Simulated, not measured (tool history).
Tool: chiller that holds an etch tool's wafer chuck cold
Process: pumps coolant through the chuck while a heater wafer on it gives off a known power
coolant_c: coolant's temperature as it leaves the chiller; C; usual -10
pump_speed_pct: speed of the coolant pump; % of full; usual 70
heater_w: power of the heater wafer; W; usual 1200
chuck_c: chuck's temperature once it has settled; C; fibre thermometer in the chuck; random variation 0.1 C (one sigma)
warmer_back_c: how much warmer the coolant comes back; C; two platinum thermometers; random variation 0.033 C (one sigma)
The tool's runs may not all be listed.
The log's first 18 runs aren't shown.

Run 19, day 26.967: usual settings but coolant_c -20 C, heater_w 1580 W. Result: chuck_c 3.2 C, warmer_back_c 5.99 C.
Run 20, day 28.954: usual settings but coolant_c -20 C, heater_w 1580 W. Result: chuck_c 3.3 C, warmer_back_c 6.04 C.
Run 21, day 30.75: usual settings but heater_w 1588 W. Result: chuck_c 13.6 C, warmer_back_c 6.06 C.
Run 22, day 31.792: usual settings but coolant_c -12 C, pump_speed_pct 85 % of full, heater_w 617 W. Result: chuck_c -3.2 C, warmer_back_c 1.97 C.
Run 23, day 33.754: usual settings but coolant_c -1 C, pump_speed_pct 77 % of full, heater_w 1241 W. Result: chuck_c 16.6 C, warmer_back_c 4.28 C.
Run 24, day 35.179: usual settings but coolant_c -8 C, pump_speed_pct 80 % of full, heater_w 1241 W. Result: chuck_c 9.3 C, warmer_back_c 4.16 C.
Run 25, day 37.183: usual settings but coolant_c -8 C, pump_speed_pct 78 % of full, heater_w 1579 W. Result: chuck_c 14.2 C, warmer_back_c 5.42 C.
Run 26, day 38.317: usual settings but coolant_c -19 C, pump_speed_pct 90 % of full, heater_w 769 W. Result: chuck_c -8.6 C, warmer_back_c 2.26 C.
At day 38.517: chiller's thermometer calibrated.
Run 27, day 39.729: usual settings but coolant_c -19 C, pump_speed_pct 90 % of full, heater_w 769 W. Result: chuck_c -9.4 C, warmer_back_c 2.31 C.
Run 28, day 41.075: usual settings but pump_speed_pct 67 % of full, heater_w 628 W. Result: chuck_c -0.5 C, warmer_back_c 2.51 C.
Run 29, day 42.008: usual settings but pump_speed_pct 67 % of full, heater_w 628 W. Result: chuck_c -0.5 C, warmer_back_c 2.55 C.
Run 30, day 43.288: usual settings but coolant_c -6 C, pump_speed_pct 61 % of full, heater_w 628 W. Result: chuck_c 4 C, warmer_back_c 2.75 C.
Run 31, day 44.625: usual settings but coolant_c -6 C, pump_speed_pct 61 % of full, heater_w 1097 W. Result: chuck_c 11.5 C, warmer_back_c 4.9 C.

4 ways to go on from here, each from the tool as it stands after run 31. What would each give?
Run A, day 46.288: usual settings but coolant_c -6 C, pump_speed_pct 61 % of full, heater_w 1645 W. Result: chuck_c ?, warmer_back_c ?.
Run B, day 46.288: usual settings but coolant_c -7 C, pump_speed_pct 61 % of full, heater_w 1097 W. Result: chuck_c ?, warmer_back_c ?.
Run C, day 46.288: usual settings but coolant_c -15 C, pump_speed_pct 65 % of full, heater_w 1767 W. Result: chuck_c ?, warmer_back_c ?.
Run D, day 46.288: usual settings but coolant_c -14 C, pump_speed_pct 69 % of full, heater_w 660 W. Result: chuck_c ?, warmer_back_c ?.

run  chuck_c  warmer_back_c
  A     20.3           7.31
  B     10.6           4.82
  C       12           7.33
  D     -4.1           2.58
Without the tool's hidden state the same runs would have given:
run  chuck_c  warmer_back_c
  A     18.1           7.13
  B      9.1           4.69
  C      9.8           7.14
  D     -4.9           2.51
